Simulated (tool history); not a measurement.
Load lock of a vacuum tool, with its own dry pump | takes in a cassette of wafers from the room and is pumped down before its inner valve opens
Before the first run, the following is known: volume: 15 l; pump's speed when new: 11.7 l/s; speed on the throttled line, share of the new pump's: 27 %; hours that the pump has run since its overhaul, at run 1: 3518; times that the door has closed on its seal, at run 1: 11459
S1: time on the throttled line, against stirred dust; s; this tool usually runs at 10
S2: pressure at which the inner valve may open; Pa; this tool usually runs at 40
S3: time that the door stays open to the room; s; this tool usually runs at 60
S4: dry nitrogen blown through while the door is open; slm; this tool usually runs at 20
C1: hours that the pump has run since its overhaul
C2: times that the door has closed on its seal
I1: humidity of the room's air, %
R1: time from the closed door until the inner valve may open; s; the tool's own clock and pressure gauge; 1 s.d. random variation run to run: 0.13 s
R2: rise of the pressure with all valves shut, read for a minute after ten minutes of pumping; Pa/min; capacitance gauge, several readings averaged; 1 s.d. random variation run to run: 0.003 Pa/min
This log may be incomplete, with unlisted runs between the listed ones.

run	hour	S1	S2	S3	S4	C1	C2	I1	R1	R2
1	0.0	10	40	60	20	3518	11459	44.7	17.6	0.048
2	50.5	10	40	60	44	3569	11528	46.3	17.7	0.034
3	109.0	14	40	60	44	3627	11609	48.2	20.6	0.031
4	171.9	10	40	60	17	3690	11695	45.0	17.5	0.055
5	265.3	10	40	60	20	3784	11824	42.1	17.4	0.041
6	341.8	10	40	60	20	3860	11929	44.1	17.2	0.051
7	447.8	10	40	60	5	3966	12075	42.1	17.2	0.076
8	502.0	10	40	60	20	4020	12150	45.6	17.6	0.051
9	548.6	10	40	60	20	4067	12214	45.2	17.3	0.049
10	618.1	9	40	60	20	4136	12310	43.1	17.1	0.044
11	693.6	9	40	60	20	4212	12414	47.3	16.8	0.048
12	782.4	9	40	60	20	4301	12536	50.0	16.7	0.052
13	828.1	10	40	60	17	4346	12599	47.7	17.5	0.051
14	879.5	10	40	60	17	4398	12669	42.9	17.3	0.049
15	964.8	13	40	60	20	4483	12787	47.6	19.4	0.054
16	1059.0	13	40	60	20	4577	12917	47.7	19.5	0.052
17	1157.2	13	40	60	20	4675	13052	44.1	19.6	0.051
18	1267.4	13	33	60	20	4786	13203	40.7	20.0	0.042
19	1314.1	9	40	60	20	4832	13268	48.3	16.8	0.046
20	1364.5	9	40	60	20	4883	13337	47.2	16.6	0.049
21	1416.2	9	40	44	20	4934	13408	43.7	16.9	0.039
22	1462.1	9	40	44	20	4980	13471	44.7	16.6	0.047
23	1574.6	9	40	44	20	5093	13626	46.3	16.7	0.043
24	1657.5	9	40	44	20	5176	13740	45.1	16.7	0.040
25	1727.4	5	40	60	20	5246	13837	41.7	13.8	0.048
26	1813.8	16	38	91	36	5332	13955	44.2	21.9	0.047
27	1883.3	16	38	91	6	5402	14051	46.0	22.0	0.097
28	1951.9	16	38	91	6	5470	14145	42.6	21.8	0.092
29	2025.9	16	38	91	30	5544	14247	45.6	21.9	0.046
30	2083.5	16	51	91	30	5602	14327	46.1	21.7	0.046
31	2151.1	7	44	39	10	5669	14420	44.5	15.0	0.061
32	2210.5	11	45	56	4	5729	14501	45.2	18.0	0.084
33	2279.8	11	45	56	4	5798	14597	43.9	18.0	0.085
34	2336.6	10	40	66	20	5855	14675	45.3	17.6	0.052
35	2387.6	10	40	66	20	5906	14745	48.4	17.4	0.051
36	2467.0	10	40	66	20	5985	14854	43.3	17.5	0.055
37	2533.1	11	40	60	20	6051	14945	43.8	18.1	0.052

Branching from run 37: 4 alternative next runs. What would each branch give?
A	2583.8	10	40	60	20	6102	15015	48.7	?	?
B	2583.8	12	40	60	26	6102	15015	44.1	?	?
C	2583.8	7	40	60	9	6102	15015	49.1	?	?
D	2583.8	7	40	60	20	6102	15015	44.4	?	?

run	R1	R2
A	17.4	0.057
B	18.8	0.042
C	15.3	0.079
D	15.2	0.047
What these runs would have given with no unlogged condition in the tool:
run	R1	R2
A	17.4	0.057
B	18.8	0.042
C	15.3	0.079
D	15.2	0.047
